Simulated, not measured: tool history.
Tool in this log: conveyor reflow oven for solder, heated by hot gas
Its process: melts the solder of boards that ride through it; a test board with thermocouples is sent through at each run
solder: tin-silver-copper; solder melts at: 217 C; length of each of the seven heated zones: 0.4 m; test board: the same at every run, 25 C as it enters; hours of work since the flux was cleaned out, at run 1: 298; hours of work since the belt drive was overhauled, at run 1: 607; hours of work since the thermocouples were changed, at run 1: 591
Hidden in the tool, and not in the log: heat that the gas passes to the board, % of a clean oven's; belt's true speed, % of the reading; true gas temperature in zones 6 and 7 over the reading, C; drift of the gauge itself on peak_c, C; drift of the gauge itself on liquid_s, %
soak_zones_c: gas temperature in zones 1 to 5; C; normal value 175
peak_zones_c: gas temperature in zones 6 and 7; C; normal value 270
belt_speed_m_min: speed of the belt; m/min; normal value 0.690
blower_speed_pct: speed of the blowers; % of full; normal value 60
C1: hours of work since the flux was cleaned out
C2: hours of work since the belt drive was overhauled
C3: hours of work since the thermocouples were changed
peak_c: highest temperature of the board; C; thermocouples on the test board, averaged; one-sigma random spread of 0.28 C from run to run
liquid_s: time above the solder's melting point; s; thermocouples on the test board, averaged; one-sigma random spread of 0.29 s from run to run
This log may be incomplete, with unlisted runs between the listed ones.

run 1 hour=0.0 | soak_zones_c=175 peak_zones_c=270 belt_speed_m_min=0.690 blower_speed_pct=60 | C1=298 C2=607 C3=591 | peak_c=251.6 liquid_s=51.4
-- hour=14.6 flux residue cleaned out of gas plates and filters
run 2 hour=36.4 | soak_zones_c=175 peak_zones_c=270 belt_speed_m_min=0.690 blower_speed_pct=60 | C1=16 C2=630 C3=614 | peak_c=252.6 liquid_s=52.9
run 3 hour=75.3 | soak_zones_c=175 peak_zones_c=270 belt_speed_m_min=0.690 blower_speed_pct=60 | C1=46 C2=660 C3=644 | peak_c=252.8 liquid_s=53.1
run 4 hour=121.1 | soak_zones_c=175 peak_zones_c=271 belt_speed_m_min=0.690 blower_speed_pct=60 | C1=80 C2=694 C3=678 | peak_c=253.1 liquid_s=53.9
run 5 hour=146.9 | soak_zones_c=167 peak_zones_c=270 belt_speed_m_min=0.690 blower_speed_pct=60 | C1=100 C2=714 C3=697 | peak_c=251.2 liquid_s=49.1
run 6 hour=184.2 | soak_zones_c=167 peak_zones_c=270 belt_speed_m_min=0.690 blower_speed_pct=60 | C1=128 C2=742 C3=726 | peak_c=250.9 liquid_s=49.2
run 7 hour=215.8 | soak_zones_c=175 peak_zones_c=270 belt_speed_m_min=0.600 blower_speed_pct=60 | C1=151 C2=765 C3=749 | peak_c=257.4 liquid_s=65.3
run 8 hour=255.7 | soak_zones_c=175 peak_zones_c=270 belt_speed_m_min=0.690 blower_speed_pct=60 | C1=181 C2=795 C3=779 | peak_c=252.5 liquid_s=53.2
run 9 hour=287.2 | soak_zones_c=175 peak_zones_c=270 belt_speed_m_min=0.690 blower_speed_pct=60 | C1=205 C2=819 C3=803 | peak_c=252.9 liquid_s=52.9
run 10 hour=324.4 | soak_zones_c=175 peak_zones_c=270 belt_speed_m_min=0.690 blower_speed_pct=60 | C1=233 C2=847 C3=831 | peak_c=253.2 liquid_s=53.0
run 11 hour=367.3 | soak_zones_c=175 peak_zones_c=269 belt_speed_m_min=0.690 blower_speed_pct=60 | C1=265 C2=879 C3=863 | peak_c=251.4 liquid_s=51.7
run 12 hour=410.9 | soak_zones_c=175 peak_zones_c=269 belt_speed_m_min=0.690 blower_speed_pct=60 | C1=298 C2=912 C3=896 | peak_c=252.0 liquid_s=52.0
-- hour=424.5 flux residue cleaned out of gas plates and filters
run 13 hour=453.4 | soak_zones_c=175 peak_zones_c=270 belt_speed_m_min=0.721 blower_speed_pct=60 | C1=22 C2=940 C3=924 | peak_c=252.1 liquid_s=50.2
run 14 hour=493.0 | soak_zones_c=175 peak_zones_c=270 belt_speed_m_min=0.721 blower_speed_pct=60 | C1=52 C2=970 C3=954 | peak_c=251.5 liquid_s=49.5
run 15 hour=531.1 | soak_zones_c=170 peak_zones_c=273 belt_speed_m_min=0.792 blower_speed_pct=58 | C1=80 C2=999 C3=983 | peak_c=248.4 liquid_s=41.1
-- hour=569.9 belt drive overhauled, speed set with a stopwatch
run 16 hour=578.9 | soak_zones_c=164 peak_zones_c=284 belt_speed_m_min=0.792 blower_speed_pct=58 | C1=113 C2=7 C3=1016 | peak_c=255.4 liquid_s=42.9
run 17 hour=605.9 | soak_zones_c=161 peak_zones_c=284 belt_speed_m_min=0.605 blower_speed_pct=58 | C1=133 C2=27 C3=1036 | peak_c=266.7 liquid_s=64.6
-- hour=612.1 thermocouples of zones 6 and 7 changed
run 18 hour=652.1 | soak_zones_c=167 peak_zones_c=276 belt_speed_m_min=0.748 blower_speed_pct=55 | C1=167 C2=60 C3=30 | peak_c=248.8 liquid_s=41.5
run 19 hour=678.8 | soak_zones_c=178 peak_zones_c=278 belt_speed_m_min=0.690 blower_speed_pct=60 | C1=187 C2=80 C3=50 | peak_c=257.8 liquid_s=56.5
run 20 hour=711.2 | soak_zones_c=175 peak_zones_c=277 belt_speed_m_min=0.690 blower_speed_pct=60 | C1=211 C2=105 C3=74 | peak_c=257.1 liquid_s=54.3
run 21 hour=742.8 | soak_zones_c=188 peak_zones_c=284 belt_speed_m_min=0.587 blower_speed_pct=83 | C1=235 C2=128 C3=98 | peak_c=275.2 liquid_s=79.7
run 22 hour=775.6 | soak_zones_c=188 peak_zones_c=284 belt_speed_m_min=0.587 blower_speed_pct=83 | C1=260 C2=153 C3=123 | peak_c=275.2 liquid_s=79.7
run 23 hour=796.8 | soak_zones_c=188 peak_zones_c=284 belt_speed_m_min=0.587 blower_speed_pct=83 | C1=275 C2=169 C3=139 | peak_c=275.0 liquid_s=79.8
run 24 hour=828.2 | soak_zones_c=188 peak_zones_c=284 belt_speed_m_min=0.587 blower_speed_pct=84 | C1=299 C2=193 C3=162 | peak_c=275.1 liquid_s=79.8
-- hour=840.7 flux residue cleaned out of gas plates and filters
run 25 hour=868.5 | soak_zones_c=188 peak_zones_c=284 belt_speed_m_min=0.587 blower_speed_pct=84 | C1=21 C2=219 C3=189 | peak_c=276.6 liquid_s=80.3

Here are 3 independent what-if runs from the current tool condition. What would each one return?
run A hour=899.3 | soak_zones_c=188 peak_zones_c=284 belt_speed_m_min=0.587 blower_speed_pct=62 | C1=44 C2=242 C3=212 | peak_c=? liquid_s=?
run B hour=899.3 | soak_zones_c=175 peak_zones_c=271 belt_speed_m_min=0.604 blower_speed_pct=60 | C1=44 C2=242 C3=212 | peak_c=? liquid_s=?
run C hour=899.3 | soak_zones_c=175 peak_zones_c=273 belt_speed_m_min=0.582 blower_speed_pct=60 | C1=44 C2=242 C3=212 | peak_c=? liquid_s=?

run=A peak_c=271.9 liquid_s=78.2
run=B peak_c=256.7 liquid_s=63.4
run=C peak_c=260.0 liquid_s=68.5
Without the tool's unlogged condition, the same runs would have read:
run=A peak_c=271.4 liquid_s=77.7
run=B peak_c=256.1 liquid_s=62.8
run=C peak_c=259.5 liquid_s=67.9
